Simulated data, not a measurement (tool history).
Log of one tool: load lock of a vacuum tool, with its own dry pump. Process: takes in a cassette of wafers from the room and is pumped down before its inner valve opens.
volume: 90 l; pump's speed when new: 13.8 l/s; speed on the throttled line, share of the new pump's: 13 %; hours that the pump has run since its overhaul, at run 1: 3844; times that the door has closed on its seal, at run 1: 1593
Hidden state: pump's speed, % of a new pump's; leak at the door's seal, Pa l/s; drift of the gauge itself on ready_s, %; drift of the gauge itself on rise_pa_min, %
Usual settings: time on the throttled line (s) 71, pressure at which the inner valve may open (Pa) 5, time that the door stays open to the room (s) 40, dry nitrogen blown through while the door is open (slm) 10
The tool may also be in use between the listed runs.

run    hour  time on the throttled line (s)  pressure at which the inner valve may open (Pa)  time that the door stays open to the room (s)  dry nitrogen blown through while the door is open (slm)  hours that the pump has run since its overhaul  times that the door has closed on its seal  incoming humidity of the room's air, %  time from the closed door until the inner valve may open (s)  rise of the pressure with all valves shut (Pa/min)
  1       0                              71                                                5                                             40                                                       10                                            3844                                        1593                                    42.5                                                         129.8                                               0.029
  2    71.3                              71                                                5                                             40                                                       10                                            3915                                        1763                                    45.8                                                         129.9                                               0.032
  3   126.3                              71                                                5                                             40                                                       10                                            3970                                        1894                                    40.3                                                         131.7                                               0.032
  4   257.5                              71                                                5                                             35                                                       10                                            4101                                        2207                                    46.5                                                         132.6                                               0.029
  5   378.3                              71                                                5                                             35                                                       10                                            4222                                        2495                                      48                                                         131.1                                               0.035
  6   498.9                              71                                                5                                             35                                                       10                                            4343                                        2783                                    42.8                                                         130.9                                               0.032
  7   592.5                              71                                                5                                             47                                                       10                                            4436                                        3006                                    46.6                                                         132.1                                               0.038
  8   660.7                              71                                                5                                             47                                                       10                                            4505                                        3169                                    43.9                                                         132.1                                               0.036
  9   745.6                              71                                                5                                             47                                                       10                                            4589                                        3371                                    43.5                                                         129.5                                               0.035
 10   831.7                              71                                                5                                             47                                                       10                                            4676                                        3577                                    44.4                                                         132.5                                               0.036
 11   950.8                              71                                                5                                             47                                                       10                                            4795                                        3861                                      43                                                         131.5                                               0.034
 12  1072.9                              71                                                5                                             40                                                       10                                            4917                                        4152                                    42.5                                                         132.3                                               0.038
 13  1190.5                              71                                                5                                             40                                                       10                                            5034                                        4432                                      43                                                         131.7                                               0.034
 14  1245.3                              71                                                6                                             40                                                       10                                            5089                                        4563                                    43.4                                                         132.3                                               0.036
 15  1306.2                              71                                                6                                             40                                                       10                                            5150                                        4708                                    42.5                                                         131.4                                                0.04
 16  1384.4                              71                                                6                                             45                                                       10                                            5228                                        4895                                    44.1                                                         131.9                                               0.044
 17  1468.2                              71                                                6                                             45                                                       10                                            5312                                        5095                                    44.8                                                         132.5                                               0.039
 18  1592.4                              47                                                5                                             62                                                       19                                            5436                                        5391                                    40.7                                                         113.1                                               0.039
 19  1658.3                              36                                                6                                            177                                                        4                                            5502                                        5548                                    45.8                                                         101.7                                               0.103

Run 20 comes next. What will it give?
 20  1771.7                              36                                                6                                            177                                                        4                                            5616                                        5819                                    43.4                                                             ?                                                   ?

time from the closed door until the inner valve may open (s): 101.6
rise of the pressure with all valves shut (Pa/min): 0.107
Without the tool's hidden state the same run would have given time from the closed door until the inner valve may open (s) 95.3, rise of the pressure with all valves shut (Pa/min) 0.087.
